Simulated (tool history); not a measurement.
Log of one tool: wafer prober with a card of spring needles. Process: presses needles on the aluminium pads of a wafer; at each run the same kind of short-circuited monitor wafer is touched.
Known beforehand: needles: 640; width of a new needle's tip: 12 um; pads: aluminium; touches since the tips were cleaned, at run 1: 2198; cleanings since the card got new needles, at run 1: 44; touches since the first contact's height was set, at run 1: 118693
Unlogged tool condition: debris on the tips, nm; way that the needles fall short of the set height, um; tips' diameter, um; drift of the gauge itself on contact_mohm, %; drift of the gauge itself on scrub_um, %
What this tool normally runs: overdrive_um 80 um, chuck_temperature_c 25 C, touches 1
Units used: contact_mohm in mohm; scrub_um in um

run   hour  overdrive_um  chuck_temperature_c  touches  touches since the tips were cleaned  cleanings since the card got new needles  touches since the first contact's height was set  contact_mohm  scrub_um
  1    0.0            80                   25        1                                 2198                                        44                                            118693           178     18.57
       1.0  -- tips cleaned on abrasive film
       4.7  -- tips cleaned on abrasive film
       8.4  -- tips cleaned on abrasive film
  2    8.9            80                   25        1                                  352                                        47                                            124364           173     18.62
      12.6  -- tips cleaned on abrasive film
      16.4  -- tips cleaned on abrasive film
      21.0  -- tips cleaned on abrasive film
      24.7  -- tips cleaned on abrasive film
  3   28.2            80                   82        1                                 2312                                        51                                            136723           195     18.31
      29.2  -- tips cleaned on abrasive film
      33.8  -- tips cleaned on abrasive film
  4   37.0            80                   25        2                                 2085                                        53                                            142355           179     18.27
      38.0  -- tips cleaned on abrasive film
      41.7  -- tips cleaned on abrasive film
      45.4  -- tips cleaned on abrasive film
  5   48.2            80                   25        1                                 1865                                        56                                            149538           183     18.39
      49.2  -- tips cleaned on abrasive film
      52.9  -- tips cleaned on abrasive film
      57.5  -- tips cleaned on abrasive film
      57.8  -- height of the first contact set anew
      61.5  -- tips cleaned on abrasive film
  6   62.8            80                   25        1                                  852                                        60                                              3216           174     16.83
      65.6  -- tips cleaned on abrasive film
      70.2  -- tips cleaned on abrasive film
      73.9  -- tips cleaned on abrasive film
  7   75.3            80                   25        1                                  878                                        63                                             11184           179     16.91
      78.1  -- tips cleaned on abrasive film
      82.7  -- tips cleaned on abrasive film
      87.3  -- tips cleaned on abrasive film
  8   87.8            80                   52        1                                  352                                        66                                             19215           182     16.99
      91.5  -- tips cleaned on abrasive film
      96.1  -- tips cleaned on abrasive film
      99.8  -- tips cleaned on abrasive film
     103.5  -- tips cleaned on abrasive film
  9  103.6            80                   38        1                                   66                                        70                                             29315           177     16.69
     107.3  -- tips cleaned on abrasive film
     111.0  -- tips cleaned on abrasive film
     115.6  -- tips cleaned on abrasive film
 10  117.4            80                   25        1                                 1162                                        73                                             38164           183     16.73
     120.2  -- tips cleaned on abrasive film
     123.9  -- tips cleaned on abrasive film
     127.6  -- tips cleaned on abrasive film
     131.3  -- tips cleaned on abrasive film
 11  132.8            80                   25        1                                  975                                        77                                             48003           182     16.69
     135.6  -- tips cleaned on abrasive film
     139.3  -- tips cleaned on abrasive film
     143.9  -- tips cleaned on abrasive film
 12  144.5            80                   25        1                                  382                                        80                                             55466           175     16.11
     148.2  -- tips cleaned on abrasive film
     152.8  -- tips cleaned on abrasive film
     157.4  -- tips cleaned on abrasive film
     161.7  -- tips cleaned on abrasive film
 13  161.7            62                   25        1                                    0                                        84                                             66503           181     11.97
     166.5  -- height of the first contact set anew, once more
     166.6  -- tips cleaned on abrasive film
     171.2  -- tips cleaned on abrasive film
 14  173.2            62                   25        1                                 1333                                        86                                              4274           184     15.11
     175.1  -- tips cleaned on abrasive film
     179.7  -- tips cleaned on abrasive film
     184.3  -- tips cleaned on abrasive film
 15  187.2            86                   59        1                                 1879                                        89                                             13246           188     21.51
     188.2  -- tips cleaned on abrasive film
     191.9  -- tips cleaned on abrasive film
     196.5  -- tips cleaned on abrasive film
 16  199.1            86                   59        1                                 1700                                        92                                             20858           184     20.86
     201.0  -- tips cleaned on abrasive film
     204.7  -- tips cleaned on abrasive film
     209.3  -- tips cleaned on abrasive film
     213.0  -- tips cleaned on abrasive film
     217.6  -- tips cleaned on abrasive film
 17  220.5            86                   59        1                                 1898                                        97                                             34565           186     20.81
     221.5  -- tips cleaned on abrasive film
     225.2  -- tips cleaned on abrasive film
     229.8  -- tips cleaned on abrasive film
     234.4  -- tips cleaned on abrasive film
     239.0  -- tips cleaned on abrasive film
 18  240.8            86                   59        1                                 1176                                       102                                             47548           183     20.60
     243.6  -- tips cleaned on abrasive film
     247.3  -- tips cleaned on abrasive film
     251.0  -- tips cleaned on abrasive film
     255.6  -- tips cleaned on abrasive film
     260.2  -- tips cleaned on abrasive film
 19  260.5            86                   59        1                                  171                                       107                                             60130           179     20.72
     264.2  -- tips cleaned on abrasive film
     267.9  -- tips cleaned on abrasive film
     272.4  -- tips cleaned on abrasive film
 20  274.8            71                   32        2                                 1558                                       110                                             69336           180     16.59
     276.7  -- tips cleaned on abrasive film
     281.3  -- tips cleaned on abrasive film
 21  284.5            80                   69        1                                 2091                                       112                                             75564           190     19.02
     285.5  -- tips cleaned on abrasive film
     289.2  -- tips cleaned on abrasive film
     292.9  -- tips cleaned on abrasive film
     296.9  -- tips cleaned on abrasive film
 22  296.9            80                   42        1                                    0                                       116                                             83410           175     19.18
     301.5  -- tips cleaned on abrasive film
     305.2  -- tips cleaned on abrasive film
 23  305.9            69                   54        1                                  474                                       118                                             89200           184     15.86
     309.6  -- tips cleaned on abrasive film
     313.3  -- tips cleaned on abrasive film
     317.9  -- tips cleaned on abrasive film
 24  318.6            80                   25        3                                  498                                       121                                             97365           172     18.76
     322.3  -- tips cleaned on abrasive film
     326.0  -- tips cleaned on abrasive film
     329.7  -- tips cleaned on abrasive film
     334.3  -- tips cleaned on abrasive film
     338.0  -- tips cleaned on abrasive film
 25  339.7            68                   72        2                                 1109                                       126                                            110847           191     15.91
     342.5  -- tips cleaned on abrasive film
     347.1  -- tips cleaned on abrasive film
     350.8  -- tips cleaned on abrasive film
     355.4  -- tips cleaned on abrasive film
     359.2  -- tips cleaned on abrasive film
 26  359.2            62                   48        2                                    0                                       131                                            123338           181     13.83

Here are 5 independent what-if runs from the current tool condition. What would each one return?
     363.8  -- tips cleaned on abrasive film
     367.5  -- tips cleaned on abrasive film
     372.1  -- tips cleaned on abrasive film
  A  372.8            80                   32        2                                  448                                       134                                            132057             ?         ?
     363.8  -- tips cleaned on abrasive film
     367.5  -- tips cleaned on abrasive film
     372.1  -- tips cleaned on abrasive film
  B  372.8            62                   48        2                                  448                                       134                                            132057             ?         ?
     363.8  -- tips cleaned on abrasive film
     367.5  -- tips cleaned on abrasive film
     372.1  -- tips cleaned on abrasive film
  C  372.8            72                   25        1                                  448                                       134                                            132057             ?         ?
     363.8  -- tips cleaned on abrasive film
     367.5  -- tips cleaned on abrasive film
     372.1  -- tips cleaned on abrasive film
  D  372.8            80                  101        1                                  448                                       134                                            132057             ?         ?
     363.8  -- tips cleaned on abrasive film
     367.5  -- tips cleaned on abrasive film
     372.1  -- tips cleaned on abrasive film
  E  372.8            83                   91        1                                  448                                       134                                            132057             ?         ?

run  contact_mohm  scrub_um
  A           176     18.52
  B           185     13.83
  C           180     16.42
  D           193     18.37
  E           192     18.98
With the hidden condition removed and each run's random variation left untouched, the same runs would have given:
run  contact_mohm  scrub_um
  A           170     19.91
  B           175     15.21
  C           169     17.82
  D           185     19.76
  E           184     20.38

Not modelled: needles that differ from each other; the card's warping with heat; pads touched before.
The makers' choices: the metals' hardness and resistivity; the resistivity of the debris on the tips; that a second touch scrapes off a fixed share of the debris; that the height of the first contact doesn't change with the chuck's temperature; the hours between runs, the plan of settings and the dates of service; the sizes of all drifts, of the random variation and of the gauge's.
